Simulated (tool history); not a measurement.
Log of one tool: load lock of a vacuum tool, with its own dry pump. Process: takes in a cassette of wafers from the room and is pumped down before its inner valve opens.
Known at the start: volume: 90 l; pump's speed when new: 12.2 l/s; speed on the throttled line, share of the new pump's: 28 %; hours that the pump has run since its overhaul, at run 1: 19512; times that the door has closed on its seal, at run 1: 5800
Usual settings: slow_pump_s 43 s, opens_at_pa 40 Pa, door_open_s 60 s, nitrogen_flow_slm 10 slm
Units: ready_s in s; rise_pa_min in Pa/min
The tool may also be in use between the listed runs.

| run | hour | slow_pump_s | opens_at_pa | door_open_s | nitrogen_flow_slm | hours that the pump has run since its overhaul | times that the door has closed on its seal | incoming humidity of the room's air, % | ready_s | rise_pa_min |
|---|---|---|---|---|---|---|---|---|---|---|
| 1 | 0.0 | 43 | 40 | 60 | 10 | 19512 | 5800 | 42.2 | 89.3 | 0.018 |
| 2 | 114.5 | 43 | 40 | 60 | 10 | 19627 | 6001 | 46.7 | 88.6 | 0.015 |
| 3 | 231.0 | 43 | 40 | 60 | 10 | 19743 | 6205 | 50.3 | 88.6 | 0.014 |
| 4 | 373.0 | 43 | 40 | 60 | 10 | 19885 | 6455 | 44.7 | 89.0 | 0.014 |
| 5 | 509.2 | 43 | 47 | 60 | 10 | 20021 | 6694 | 43.6 | 87.4 | 0.017 |
| 6 | 635.6 | 43 | 47 | 60 | 10 | 20148 | 6916 | 44.1 | 87.2 | 0.020 |
| 7 | 756.5 | 43 | 47 | 60 | 10 | 20269 | 7128 | 46.4 | 88.5 | 0.015 |
| 8 | 838.6 | 43 | 47 | 60 | 10 | 20351 | 7272 | 49.5 | 88.1 | 0.018 |
| 9 | 920.5 | 43 | 47 | 60 | 10 | 20433 | 7416 | 45.2 | 87.4 | 0.019 |
| 10 | 1003.9 | 43 | 47 | 60 | 10 | 20516 | 7563 | 47.2 | 88.8 | 0.018 |
| 11 | 1117.2 | 43 | 47 | 60 | 10 | 20629 | 7762 | 44.3 | 87.8 | 0.012 |
| 12 | 1228.3 | 43 | 47 | 60 | 10 | 20740 | 7957 | 48.6 | 88.6 | 0.022 |
| 13 | 1293.1 | 43 | 30 | 60 | 10 | 20805 | 8071 | 47.2 | 91.5 | 0.020 |
| 14 | 1372.6 | 43 | 40 | 60 | 10 | 20885 | 8210 | 41.9 | 90.0 | 0.013 |
| 15 | 1448.4 | 43 | 40 | 60 | 10 | 20960 | 8343 | 43.9 | 89.5 | 0.017 |
| 16 | 1534.9 | 43 | 40 | 60 | 10 | 21047 | 8495 | 44.0 | 89.3 | 0.016 |
| 17 | 1652.2 | 43 | 40 | 60 | 10 | 21164 | 8701 | 45.9 | 89.3 | 0.019 |
| 18 | 1776.1 | 49 | 40 | 60 | 10 | 21288 | 8919 | 46.4 | 93.5 | 0.017 |
| 19 | 1918.4 | 49 | 80 | 69 | 19 | 21430 | 9169 | 43.4 | 88.6 | 0.010 |
| 20 | 2012.5 | 37 | 80 | 106 | 18 | 21525 | 9334 | 43.9 | 79.2 | 0.017 |
| 21 | 2085.1 | 37 | 80 | 106 | 18 | 21597 | 9461 | 44.2 | 79.7 | 0.017 |
| 22 | 2216.9 | 37 | 80 | 106 | 18 | 21729 | 9693 | 44.4 | 80.7 | 0.015 |
| 23 | 2340.7 | 60 | 80 | 51 | 18 | 21853 | 9910 | 46.2 | 95.8 | 0.013 |

Forecast run 24:
| 24 | 2407.1 | 31 | 50 | 86 | 10 | 21919 | 10027 | 40.8 | ? | ? |

Run 24 gave ready_s 77.9 s, rise_pa_min 0.021 Pa/min.
Without the tool's hidden state the same run would have given ready_s 77.8 s, rise_pa_min 0.021 Pa/min.
